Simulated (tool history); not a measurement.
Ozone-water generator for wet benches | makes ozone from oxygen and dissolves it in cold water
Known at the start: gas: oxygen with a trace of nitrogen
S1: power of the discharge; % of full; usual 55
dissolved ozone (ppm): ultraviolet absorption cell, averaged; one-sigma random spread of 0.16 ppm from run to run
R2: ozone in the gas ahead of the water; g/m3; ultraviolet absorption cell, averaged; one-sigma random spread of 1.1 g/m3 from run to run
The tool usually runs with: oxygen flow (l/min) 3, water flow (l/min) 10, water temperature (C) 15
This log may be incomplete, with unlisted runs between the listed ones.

{"run": 1, "hour": 0.0, "S1": 55, "oxygen flow (l/min)": 3, "water flow (l/min)": 10, "water temperature (C)": 15, "dissolved ozone (ppm)": 19.9, "R2": 202.6}
{"run": 2, "hour": 28.3, "S1": 55, "oxygen flow (l/min)": 3, "water flow (l/min)": 10, "water temperature (C)": 15, "dissolved ozone (ppm)": 19.9, "R2": 202.9}
{"run": 3, "hour": 42.8, "S1": 55, "oxygen flow (l/min)": 3, "water flow (l/min)": 10, "water temperature (C)": 15, "dissolved ozone (ppm)": 20.4, "R2": 203.7}
{"run": 4, "hour": 63.3, "S1": 55, "oxygen flow (l/min)": 3, "water flow (l/min)": 10, "water temperature (C)": 15, "dissolved ozone (ppm)": 20, "R2": 205.6}
{"run": 5, "hour": 84.1, "S1": 55, "oxygen flow (l/min)": 3, "water flow (l/min)": 10, "water temperature (C)": 15, "dissolved ozone (ppm)": 20.1, "R2": 201.9}
{"run": 6, "hour": 99.7, "S1": 55, "oxygen flow (l/min)": 3, "water flow (l/min)": 10, "water temperature (C)": 15, "dissolved ozone (ppm)": 20.1, "R2": 203.7}
{"run": 7, "hour": 125.3, "S1": 55, "oxygen flow (l/min)": 3, "water flow (l/min)": 10, "water temperature (C)": 15, "dissolved ozone (ppm)": 19.9, "R2": 202.7}
{"run": 8, "hour": 141.3, "S1": 55, "oxygen flow (l/min)": 3, "water flow (l/min)": 7, "water temperature (C)": 15, "dissolved ozone (ppm)": 25.9, "R2": 203}
{"run": 9, "hour": 164.9, "S1": 55, "oxygen flow (l/min)": 3, "water flow (l/min)": 7, "water temperature (C)": 15, "dissolved ozone (ppm)": 26, "R2": 203.2}
{"run": 10, "hour": 182.3, "S1": 55, "oxygen flow (l/min)": 3, "water flow (l/min)": 7, "water temperature (C)": 15, "dissolved ozone (ppm)": 25.7, "R2": 202.6}
{"run": 11, "hour": 207.4, "S1": 55, "oxygen flow (l/min)": 3, "water flow (l/min)": 7, "water temperature (C)": 15, "dissolved ozone (ppm)": 25.8, "R2": 201.6}
{"run": 12, "hour": 223.5, "S1": 55, "oxygen flow (l/min)": 3, "water flow (l/min)": 7, "water temperature (C)": 15, "dissolved ozone (ppm)": 25.7, "R2": 202.1}
{"run": 13, "hour": 256.6, "S1": 55, "oxygen flow (l/min)": 3, "water flow (l/min)": 7, "water temperature (C)": 15, "dissolved ozone (ppm)": 25.8, "R2": 203.3}
{"run": 14, "hour": 273.1, "S1": 55, "oxygen flow (l/min)": 3, "water flow (l/min)": 10, "water temperature (C)": 15, "dissolved ozone (ppm)": 20.1, "R2": 202.4}
{"run": 15, "hour": 296.4, "S1": 55, "oxygen flow (l/min)": 3, "water flow (l/min)": 10, "water temperature (C)": 21, "dissolved ozone (ppm)": 18.4, "R2": 200.2}
{"run": 16, "hour": 313.3, "S1": 55, "oxygen flow (l/min)": 3, "water flow (l/min)": 10, "water temperature (C)": 21, "dissolved ozone (ppm)": 18.1, "R2": 200.3}
{"run": 17, "hour": 345.6, "S1": 55, "oxygen flow (l/min)": 4.49, "water flow (l/min)": 10, "water temperature (C)": 8, "dissolved ozone (ppm)": 23.9, "R2": 177.4}
{"run": 18, "hour": 365.1, "S1": 55, "oxygen flow (l/min)": 4.49, "water flow (l/min)": 10, "water temperature (C)": 8, "dissolved ozone (ppm)": 24.1, "R2": 173.4}
{"run": 19, "hour": 389.6, "S1": 72, "oxygen flow (l/min)": 3.92, "water flow (l/min)": 8, "water temperature (C)": 15, "dissolved ozone (ppm)": 28.2, "R2": 219.1}
{"run": 20, "hour": 404.4, "S1": 47, "oxygen flow (l/min)": 3.92, "water flow (l/min)": 7, "water temperature (C)": 10, "dissolved ozone (ppm)": 26.2, "R2": 166.2}
{"run": 21, "hour": 433.9, "S1": 55, "oxygen flow (l/min)": 3, "water flow (l/min)": 15, "water temperature (C)": 7, "dissolved ozone (ppm)": 15.4, "R2": 201.9}
{"run": 22, "hour": 464.7, "S1": 51, "oxygen flow (l/min)": 3, "water flow (l/min)": 10, "water temperature (C)": 15, "dissolved ozone (ppm)": 19.2, "R2": 193.2}
{"run": 23, "hour": 482.6, "S1": 55, "oxygen flow (l/min)": 3, "water flow (l/min)": 16, "water temperature (C)": 15, "dissolved ozone (ppm)": 13.2, "R2": 200.9}
{"run": 24, "hour": 497.9, "S1": 67, "oxygen flow (l/min)": 2.99, "water flow (l/min)": 8, "water temperature (C)": 15, "dissolved ozone (ppm)": 26.8, "R2": 227.8}
{"run": 25, "hour": 523.4, "S1": 55, "oxygen flow (l/min)": 2.2, "water flow (l/min)": 14, "water temperature (C)": 15, "dissolved ozone (ppm)": 13.7, "R2": 223.2}
{"run": 26, "hour": 540.3, "S1": 55, "oxygen flow (l/min)": 2.2, "water flow (l/min)": 8, "water temperature (C)": 21, "dissolved ozone (ppm)": 20.4, "R2": 221.5}
{"run": 27, "hour": 571.0, "S1": 55, "oxygen flow (l/min)": 2.28, "water flow (l/min)": 8, "water temperature (C)": 8, "dissolved ozone (ppm)": 24.6, "R2": 221.8}
{"run": 28, "hour": 595.0, "S1": 55, "oxygen flow (l/min)": 2.28, "water flow (l/min)": 8, "water temperature (C)": 8, "dissolved ozone (ppm)": 24.9, "R2": 218.3}
{"run": 29, "hour": 621.4, "S1": 55, "oxygen flow (l/min)": 2.28, "water flow (l/min)": 8, "water temperature (C)": 8, "dissolved ozone (ppm)": 24.2, "R2": 219.5}
{"run": 30, "hour": 642.9, "S1": 51, "oxygen flow (l/min)": 4.47, "water flow (l/min)": 12, "water temperature (C)": 15, "dissolved ozone (ppm)": 17.6, "R2": 166.3}
{"run": 31, "hour": 660.5, "S1": 63, "oxygen flow (l/min)": 2.84, "water flow (l/min)": 13, "water temperature (C)": 10, "dissolved ozone (ppm)": 18.2, "R2": 220.7}
{"run": 32, "hour": 685.9, "S1": 85, "oxygen flow (l/min)": 2.84, "water flow (l/min)": 13, "water temperature (C)": 10, "dissolved ozone (ppm)": 22.5, "R2": 265.1}

Here are 5 independent what-if runs from the current tool condition. What would each one return?
{"run": "A", "hour": 704.8, "S1": 85, "oxygen flow (l/min)": 2.22, "water flow (l/min)": 13, "water temperature (C)": 18, "dissolved ozone (ppm)": "?", "R2": "?"}
{"run": "B", "hour": 704.8, "S1": 50, "oxygen flow (l/min)": 3, "water flow (l/min)": 7, "water temperature (C)": 21, "dissolved ozone (ppm)": "?", "R2": "?"}
{"run": "C", "hour": 704.8, "S1": 50, "oxygen flow (l/min)": 3, "water flow (l/min)": 10, "water temperature (C)": 13, "dissolved ozone (ppm)": "?", "R2": "?"}
{"run": "D", "hour": 704.8, "S1": 71, "oxygen flow (l/min)": 4.04, "water flow (l/min)": 10, "water temperature (C)": 13, "dissolved ozone (ppm)": "?", "R2": "?"}
{"run": "E", "hour": 704.8, "S1": 85, "oxygen flow (l/min)": 2.13, "water flow (l/min)": 13, "water temperature (C)": 10, "dissolved ozone (ppm)": "?", "R2": "?"}

run=A dissolved_ozone_(ppm)=18.5 R2=291.9
run=B dissolved_ozone_(ppm)=21.9 R2=187.3
run=C dissolved_ozone_(ppm)=19.3 R2=186.5
run=D dissolved_ozone_(ppm)=25.2 R2=211.9
run=E dissolved_ozone_(ppm)=20 R2=295.9
Stripped of hidden state, with their random variation kept, the same runs would have yielded:
run=A dissolved_ozone_(ppm)=18.5 R2=298.5
run=B dissolved_ozone_(ppm)=22 R2=191.5
run=C dissolved_ozone_(ppm)=19.3 R2=190.6
run=D dissolved_ozone_(ppm)=25.2 R2=216.7
run=E dissolved_ozone_(ppm)=20 R2=302.5
